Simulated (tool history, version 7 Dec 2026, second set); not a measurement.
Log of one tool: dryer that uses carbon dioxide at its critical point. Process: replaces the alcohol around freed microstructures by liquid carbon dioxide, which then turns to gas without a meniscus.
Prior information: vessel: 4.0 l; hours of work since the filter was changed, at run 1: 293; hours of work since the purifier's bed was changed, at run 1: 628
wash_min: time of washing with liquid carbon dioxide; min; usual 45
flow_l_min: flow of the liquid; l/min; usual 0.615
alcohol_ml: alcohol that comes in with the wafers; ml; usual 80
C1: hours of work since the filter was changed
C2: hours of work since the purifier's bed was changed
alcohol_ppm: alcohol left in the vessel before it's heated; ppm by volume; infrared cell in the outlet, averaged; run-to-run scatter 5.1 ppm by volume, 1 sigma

Run 1, hour 0.0: usual settings; C1 293; C2 628. Result: alcohol_ppm 90 ppm by volume.
Run 2, hour 46.2: usual settings; C1 322; C2 657. Result: alcohol_ppm 89 ppm by volume.
Run 3, hour 106.6: usual settings; C1 361; C2 696. Result: alcohol_ppm 103 ppm by volume.
Run 4, hour 138.4: usual settings but flow_l_min 0.722 l/min; C1 381; C2 716. Result: alcohol_ppm 55 ppm by volume.
Run 5, hour 187.0: usual settings but flow_l_min 0.722 l/min; C1 412; C2 747. Result: alcohol_ppm 62 ppm by volume.
Run 6, hour 227.8: usual settings but flow_l_min 0.722 l/min, alcohol_ml 23 ml; C1 438; C2 773. Result: alcohol_ppm 37 ppm by volume.
Run 7, hour 271.3: usual settings but flow_l_min 0.722 l/min, alcohol_ml 23 ml; C1 465; C2 800. Result: alcohol_ppm 32 ppm by volume.
At hour 327.3: inlet filter changed.
Run 8, hour 341.1: usual settings but flow_l_min 0.722 l/min, alcohol_ml 23 ml; C1 9; C2 844. Result: alcohol_ppm 35 ppm by volume.
Run 9, hour 395.5: usual settings but wash_min 35 min, flow_l_min 0.401 l/min; C1 43; C2 879. Result: alcohol_ppm 1045 ppm by volume.
Run 10, hour 440.4: usual settings but wash_min 35 min, flow_l_min 0.818 l/min; C1 72; C2 907. Result: alcohol_ppm 73 ppm by volume.
Run 11, hour 494.6: usual settings but alcohol_ml 114 ml; C1 106; C2 941. Result: alcohol_ppm 110 ppm by volume.
Run 12, hour 531.1: usual settings but alcohol_ml 114 ml; C1 129; C2 965. Result: alcohol_ppm 112 ppm by volume.
Run 13, hour 563.5: usual settings but flow_l_min 0.574 l/min, alcohol_ml 55 ml; C1 150; C2 985. Result: alcohol_ppm 101 ppm by volume.
Run 14, hour 603.3: usual settings but wash_min 67 min, flow_l_min 0.446 l/min, alcohol_ml 55 ml; C1 175; C2 1011. Result: alcohol_ppm 76 ppm by volume.
Run 15, hour 645.6: usual settings but wash_min 48 min, flow_l_min 0.553 l/min, alcohol_ml 74 ml; C1 202; C2 1037. Result: alcohol_ppm 119 ppm by volume.

Branching from run 15: 4 alternative next runs. What would each branch give?
Run A, hour 679.4: usual settings but wash_min 38 min, flow_l_min 0.420 l/min, alcohol_ml 62 ml; C1 224; C2 1059. Result: alcohol_ppm ?.
Run B, hour 679.4: usual settings but wash_min 41 min, flow_l_min 0.989 l/min; C1 224; C2 1059. Result: alcohol_ppm ?.
Run C, hour 679.4: usual settings but wash_min 62 min, flow_l_min 0.370 l/min; C1 224; C2 1059. Result: alcohol_ppm ?.
Run D, hour 679.4: usual settings but wash_min 35 min, flow_l_min 0.956 l/min, alcohol_ml 29 ml; C1 224; C2 1059. Result: alcohol_ppm ?.

run  alcohol_ppm
  A          628
  B           37
  C          220
  D           40
The same runs, with their run-to-run variation unchanged, on a tool lacking any hidden condition would have given:
run  alcohol_ppm
  A          507
  B            4
  C          150
  D            7

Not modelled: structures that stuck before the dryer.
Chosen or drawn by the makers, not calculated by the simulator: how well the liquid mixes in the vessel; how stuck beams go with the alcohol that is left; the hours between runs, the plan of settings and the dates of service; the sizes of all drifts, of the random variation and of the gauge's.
